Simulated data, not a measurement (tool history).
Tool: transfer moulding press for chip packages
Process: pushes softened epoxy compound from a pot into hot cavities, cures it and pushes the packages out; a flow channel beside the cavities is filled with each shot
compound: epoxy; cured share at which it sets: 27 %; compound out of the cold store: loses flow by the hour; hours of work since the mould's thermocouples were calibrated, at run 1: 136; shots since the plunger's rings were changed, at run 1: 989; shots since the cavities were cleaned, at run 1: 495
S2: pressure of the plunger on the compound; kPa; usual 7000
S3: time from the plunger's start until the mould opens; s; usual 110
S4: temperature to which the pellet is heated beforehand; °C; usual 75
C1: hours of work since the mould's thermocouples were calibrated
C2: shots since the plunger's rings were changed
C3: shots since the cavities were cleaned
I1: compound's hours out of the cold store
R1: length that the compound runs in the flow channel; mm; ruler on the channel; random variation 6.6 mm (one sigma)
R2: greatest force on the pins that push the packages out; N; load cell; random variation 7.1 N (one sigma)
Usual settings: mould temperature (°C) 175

Run 1, day 0.000: usual settings; C1 136; C2 989; C3 495; I1 36.5. Result: R1 927 mm, R2 302 N.
Run 2, day 0.238: usual settings but S4 65 °C; C1 140; C2 1046; C3 552; I1 12.8. Result: R1 1006 mm, R2 305 N.
At day 0.404: cavities cleaned with cleaning compound and waxed.
Run 3, day 0.775: usual settings but S4 65 °C; C1 146; C2 1160; C3 89; I1 11.6. Result: R1 1015 mm, R2 299 N.
Run 4, day 1.300: usual settings but S4 65 °C; C1 153; C2 1286; C3 215; I1 21.1. Result: R1 982 mm, R2 303 N.
Run 5, day 1.758: usual settings but S4 65 °C; C1 159; C2 1395; C3 324; I1 10.7. Result: R1 1028 mm, R2 293 N.
Run 6, day 2.079: usual settings but S4 65 °C; C1 163; C2 1472; C3 401; I1 12.1. Result: R1 1012 mm, R2 298 N.
Run 7, day 2.508: usual settings; C1 168; C2 1575; C3 504; I1 31.7. Result: R1 935 mm, R2 293 N.
At day 2.871: cavities cleaned with cleaning compound and waxed.
Run 8, day 3.100: usual settings; C1 175; C2 1702; C3 55; I1 38.3. Result: R1 922 mm, R2 303 N.
Run 9, day 3.542: usual settings; C1 181; C2 1807; C3 160; I1 11.2. Result: R1 1010 mm, R2 302 N.
Run 10, day 3.888: usual settings; C1 186; C2 1890; C3 243; I1 8.6. Result: R1 1019 mm, R2 309 N.
Run 11, day 4.417: usual settings; C1 193; C2 2017; C3 370; I1 44.7. Result: R1 899 mm, R2 291 N.
Run 12, day 4.638: usual settings; C1 195; C2 2069; C3 422; I1 13.3. Result: R1 1000 mm, R2 292 N.
Run 13, day 4.946: usual settings but S4 68 °C; C1 199; C2 2144; C3 497; I1 17.5. Result: R1 992 mm, R2 300 N.
Run 14, day 5.262: usual settings; C1 204; C2 2219; C3 572; I1 39.1. Result: R1 920 mm, R2 302 N.
At day 5.350: cavities cleaned with cleaning compound and waxed.
Run 15, day 5.712: usual settings; C1 209; C2 2312; C3 87; I1 47.3. Result: R1 897 mm, R2 295 N.
Run 16, day 6.242: usual settings; C1 216; C2 2439; C3 214; I1 35.8. Result: R1 928 mm, R2 289 N.
Run 17, day 6.704: usual settings but mould temperature (°C) 171, S2 7050 kPa, S3 139 s; C1 222; C2 2549; C3 324; I1 22.2. Result: R1 1008 mm, R2 273 N.
Run 18, day 6.929: usual settings but mould temperature (°C) 171, S2 8660 kPa, S3 96 s; C1 225; C2 2604; C3 379; I1 10.4. Result: R1 1156 mm, R2 500 N.
Run 19, day 7.462: usual settings but mould temperature (°C) 171, S2 8660 kPa, S3 96 s; C1 232; C2 2731; C3 506; I1 35.0. Result: R1 1069 mm, R2 476 N.
At day 7.829: cavities cleaned with cleaning compound and waxed.
Run 20, day 7.896: usual settings but mould temperature (°C) 171, S2 8660 kPa, S3 96 s; C1 236; C2 2820; C3 16; I1 18.6. Result: R1 1119 mm, R2 508 N.
Run 21, day 8.442: usual settings but mould temperature (°C) 171, S2 8710 kPa, S3 96 s, S4 82 °C; C1 243; C2 2950; C3 146; I1 10.2. Result: R1 1170 mm, R2 464 N.
At day 8.888: plunger's sealing rings changed.
Run 22, day 8.967: usual settings but mould temperature (°C) 171, S2 8710 kPa, S3 96 s, S4 82 °C; C1 249; C2 18; C3 247; I1 36.3. Result: R1 1054 mm, R2 438 N.
Run 23, day 9.342: usual settings but mould temperature (°C) 171, S2 8710 kPa, S3 96 s, S4 83 °C; C1 254; C2 108; C3 337; I1 13.3. Result: R1 1151 mm, R2 488 N.
Run 24, day 9.746: usual settings but mould temperature (°C) 171, S2 8710 kPa, S3 96 s, S4 83 °C; C1 259; C2 205; C3 434; I1 18.2. Result: R1 1126 mm, R2 447 N.
Run 25, day 10.258: usual settings but mould temperature (°C) 171, S2 8710 kPa, S3 96 s, S4 83 °C; C1 266; C2 328; C3 557; I1 20.2. Result: R1 1123 mm, R2 467 N.
At day 10.392: cavities cleaned with cleaning compound and waxed.
Run 26, day 10.817: usual settings but S2 8710 kPa, S3 104 s, S4 83 °C; C1 272; C2 446; C3 101; I1 14.1. Result: R1 1117 mm, R2 308 N.
Run 27, day 11.229: usual settings but mould temperature (°C) 181, S2 7760 kPa, S3 130 s, S4 80 °C; C1 278; C2 545; C3 200; I1 14.8. Result: R1 1023 mm, R2 259 N.
Run 28, day 11.654: usual settings but mould temperature (°C) 181, S2 6860 kPa, S3 100 s, S4 82 °C; C1 283; C2 647; C3 302; I1 12.9. Result: R1 973 mm, R2 284 N.

Forecast each of these 4 alternatives for the next run:
Run A, day 12.033: usual settings but S4 78 °C; C1 288; C2 737; C3 392; I1 39.9. Result: R1 ?, R2 ?.
Run B, day 12.033: usual settings but S2 6700 kPa, S4 72 °C; C1 288; C2 737; C3 392; I1 33.2. Result: R1 ?, R2 ?.
Run C, day 12.033: usual settings but mould temperature (°C) 181, S2 7850 kPa, S3 111 s, S4 70 °C; C1 288; C2 737; C3 392; I1 36.2. Result: R1 ?, R2 ?.
Run D, day 12.033: usual settings but mould temperature (°C) 181, S2 6860 kPa, S3 100 s, S4 81 °C; C1 288; C2 737; C3 392; I1 22.2. Result: R1 ?, R2 ?.

run   R1   R2
  A  929  300
  B  916  291
  C  965  267
  D  937  279
Without the tool's hidden state the same runs would have given:
run   R1   R2
  A  929  298
  B  916  289
  C  965  265
  D  937  277
